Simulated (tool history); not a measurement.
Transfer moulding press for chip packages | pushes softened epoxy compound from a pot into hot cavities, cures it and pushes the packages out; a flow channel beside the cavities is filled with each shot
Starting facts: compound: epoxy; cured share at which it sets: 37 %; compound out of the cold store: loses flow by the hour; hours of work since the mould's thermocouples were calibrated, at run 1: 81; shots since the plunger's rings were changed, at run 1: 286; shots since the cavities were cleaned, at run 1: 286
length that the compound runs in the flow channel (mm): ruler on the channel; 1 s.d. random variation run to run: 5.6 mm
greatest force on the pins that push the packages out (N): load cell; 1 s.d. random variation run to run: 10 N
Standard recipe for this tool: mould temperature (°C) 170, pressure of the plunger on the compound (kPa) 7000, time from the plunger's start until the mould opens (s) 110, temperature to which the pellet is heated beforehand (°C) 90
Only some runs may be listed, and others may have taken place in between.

| run | hour | mould temperature (°C) | pressure of the plunger on the compound (kPa) | time from the plunger's start until the mould opens (s) | temperature to which the pellet is heated beforehand (°C) | hours of work since the mould's thermocouples were calibrated | shots since the plunger's rings were changed | shots since the cavities were cleaned | incoming compound's hours out of the cold store | length that the compound runs in the flow channel (mm) | greatest force on the pins that push the packages out (N) |
|---|---|---|---|---|---|---|---|---|---|---|---|
| 1 | 0.0 | 170 | 7000 | 110 | 90 | 81 | 286 | 286 | 47.4 | 822 | 577 |
| 2 | 6.0 | 170 | 7000 | 110 | 90 | 86 | 358 | 358 | 19.2 | 929 | 617 |
| 3 | 10.2 | 170 | 7000 | 110 | 90 | 89 | 408 | 408 | 46.6 | 833 | 612 |
| 4 | 14.2 | 170 | 7000 | 110 | 90 | 92 | 456 | 456 | 16.9 | 928 | 643 |
| 5 | 21.1 | 170 | 7000 | 110 | 90 | 97 | 540 | 540 | 9.2 | 949 | 660 |
| 6 | 27.9 | 170 | 7000 | 110 | 90 | 102 | 622 | 622 | 35.4 | 864 | 654 |
| 7 | 33.2 | 170 | 7000 | 110 | 90 | 106 | 685 | 685 | 9.7 | 963 | 649 |
| 8 | 42.0 | 170 | 7000 | 110 | 90 | 112 | 791 | 791 | 37.2 | 855 | 656 |
| 9 | 47.2 | 170 | 7000 | 110 | 90 | 116 | 853 | 853 | 27.0 | 899 | 681 |
|  | 49.8 | mould's thermocouples calibrated |
|  | 56.3 | cavities cleaned with cleaning compound and waxed |
| 10 | 56.7 | 170 | 7000 | 130 | 90 | 4 | 925 | 4 | 35.7 | 846 | 433 |
| 11 | 62.2 | 170 | 7000 | 130 | 90 | 8 | 992 | 71 | 13.9 | 928 | 477 |
| 12 | 69.7 | 170 | 7000 | 130 | 90 | 13 | 1082 | 161 | 37.0 | 851 | 489 |
| 13 | 75.9 | 170 | 7000 | 110 | 90 | 18 | 1157 | 236 | 37.4 | 840 | 560 |
| 14 | 82.2 | 170 | 7000 | 110 | 90 | 23 | 1233 | 312 | 46.2 | 815 | 578 |
|  | 87.0 | mould's thermocouples calibrated, once more |
| 15 | 88.1 | 170 | 7000 | 110 | 90 | 1 | 1279 | 358 | 39.5 | 840 | 571 |
| 16 | 96.8 | 170 | 8510 | 110 | 90 | 7 | 1385 | 464 | 19.6 | 994 | 625 |
| 17 | 103.9 | 170 | 7860 | 110 | 91 | 12 | 1470 | 549 | 21.7 | 945 | 640 |
| 18 | 111.9 | 165 | 5270 | 110 | 90 | 18 | 1565 | 644 | 19.1 | 800 | 852 |
| 19 | 118.5 | 165 | 5270 | 110 | 90 | 23 | 1646 | 725 | 41.2 | 741 | 801 |
| 20 | 123.1 | 165 | 5270 | 110 | 90 | 26 | 1701 | 780 | 20.0 | 803 | 843 |
| 21 | 131.5 | 170 | 6010 | 130 | 84 | 33 | 1802 | 881 | 10.3 | 860 | 621 |
|  | 136.0 | cavities cleaned with cleaning compound and waxed |
| 22 | 138.1 | 170 | 6010 | 130 | 84 | 36 | 1863 | 25 | 8.3 | 863 | 436 |
| 23 | 143.4 | 170 | 6010 | 130 | 84 | 40 | 1928 | 90 | 31.2 | 798 | 464 |
| 24 | 148.5 | 170 | 6010 | 130 | 84 | 44 | 1988 | 150 | 19.3 | 832 | 477 |
| 25 | 157.3 | 164 | 7000 | 110 | 98 | 50 | 2095 | 257 | 39.0 | 852 | 697 |
| 26 | 163.0 | 170 | 6670 | 111 | 96 | 54 | 2162 | 324 | 34.9 | 814 | 555 |
| 27 | 168.0 | 165 | 7000 | 135 | 90 | 58 | 2224 | 386 | 23.8 | 886 | 581 |
| 28 | 175.7 | 165 | 7000 | 135 | 90 | 64 | 2316 | 478 | 19.8 | 920 | 596 |

Below are 4 alternative next runs, each starting from the tool's condition after run 28. Predict each:
| A | 183.4 | 164 | 7000 | 98 | 90 | 69 | 2408 | 570 | 45.0 | ? | ? |
| B | 183.4 | 174 | 6870 | 103 | 90 | 69 | 2408 | 570 | 13.2 | ? | ? |
| C | 183.4 | 165 | 7000 | 128 | 90 | 69 | 2408 | 570 | 44.0 | ? | ? |
| D | 183.4 | 173 | 7000 | 110 | 90 | 69 | 2408 | 570 | 25.5 | ? | ? |

| run | length that the compound runs in the flow channel (mm) | greatest force on the pins that push the packages out (N) |
|---|---|---|
| A | 817 | 971 |
| B | 890 | 613 |
| C | 822 | 652 |
| D | 856 | 602 |
Stripped of hidden state, with their random variation kept, the same runs would have yielded:
| run | length that the compound runs in the flow channel (mm) | greatest force on the pins that push the packages out (N) |
|---|---|---|
| A | 861 | 727 |
| B | 937 | 449 |
| C | 866 | 482 |
| D | 901 | 443 |
